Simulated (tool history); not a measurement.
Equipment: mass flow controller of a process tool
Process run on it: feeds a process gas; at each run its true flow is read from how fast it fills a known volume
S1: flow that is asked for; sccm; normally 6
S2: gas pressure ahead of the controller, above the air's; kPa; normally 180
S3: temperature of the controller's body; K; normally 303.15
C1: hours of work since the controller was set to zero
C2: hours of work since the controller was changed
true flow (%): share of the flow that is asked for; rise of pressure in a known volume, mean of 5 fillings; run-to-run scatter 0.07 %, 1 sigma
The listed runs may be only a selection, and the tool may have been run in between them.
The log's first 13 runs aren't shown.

{"run": 14, "hour": 957.0, "S1": 6, "S2": 180, "S3": 303.15, "C1": 1439, "C2": 1439, "true flow (%)": 99.77}
{"run": 15, "hour": 1043.1, "S1": 6, "S2": 180, "S3": 303.15, "C1": 1488, "C2": 1488, "true flow (%)": 99.97}
{"run": 16, "hour": 1139.0, "S1": 6, "S2": 180, "S3": 303.15, "C1": 1543, "C2": 1543, "true flow (%)": 99.97}
{"run": 17, "hour": 1202.5, "S1": 6, "S2": 180, "S3": 303.15, "C1": 1580, "C2": 1580, "true flow (%)": 100.02}
{"run": 18, "hour": 1276.9, "S1": 6, "S2": 180, "S3": 301.15, "C1": 1623, "C2": 1623, "true flow (%)": 100.31}
{"run": 19, "hour": 1341.9, "S1": 6, "S2": 180, "S3": 301.15, "C1": 1660, "C2": 1660, "true flow (%)": 100.29}
{"run": 20, "hour": 1428.0, "S1": 19, "S2": 212, "S3": 310.15, "C1": 1710, "C2": 1710, "true flow (%)": 100.78}
{"run": 21, "hour": 1509.0, "S1": 6, "S2": 279, "S3": 304.15, "C1": 1757, "C2": 1757, "true flow (%)": 99.75}
{"run": 22, "hour": 1599.9, "S1": 16, "S2": 197, "S3": 312.15, "C1": 1809, "C2": 1809, "true flow (%)": 100.61}
{"run": 23, "hour": 1686.0, "S1": 7, "S2": 201, "S3": 307.15, "C1": 1859, "C2": 1859, "true flow (%)": 100.15}
{"run": 24, "hour": 1755.0, "S1": 9, "S2": 208, "S3": 297.15, "C1": 1898, "C2": 1898, "true flow (%)": 100.93}
{"run": 25, "hour": 1798.5, "S1": 6, "S2": 180, "S3": 313.15, "C1": 1923, "C2": 1923, "true flow (%)": 100.03}
{"run": 26, "hour": 1880.8, "S1": 2, "S2": 172, "S3": 299.15, "C1": 1971, "C2": 1971, "true flow (%)": 100.67}

For run 27, what comes out?
{"run": 27, "hour": 1920.9, "S1": 2, "S2": 172, "S3": 299.15, "C1": 1994, "C2": 1994, "true flow (%)": "?"}

{"run 27": {"true flow (%)": 100.78}}
With the hidden condition absent and the run-to-run variation left alone, this run would have shown true flow (%) 98.58.

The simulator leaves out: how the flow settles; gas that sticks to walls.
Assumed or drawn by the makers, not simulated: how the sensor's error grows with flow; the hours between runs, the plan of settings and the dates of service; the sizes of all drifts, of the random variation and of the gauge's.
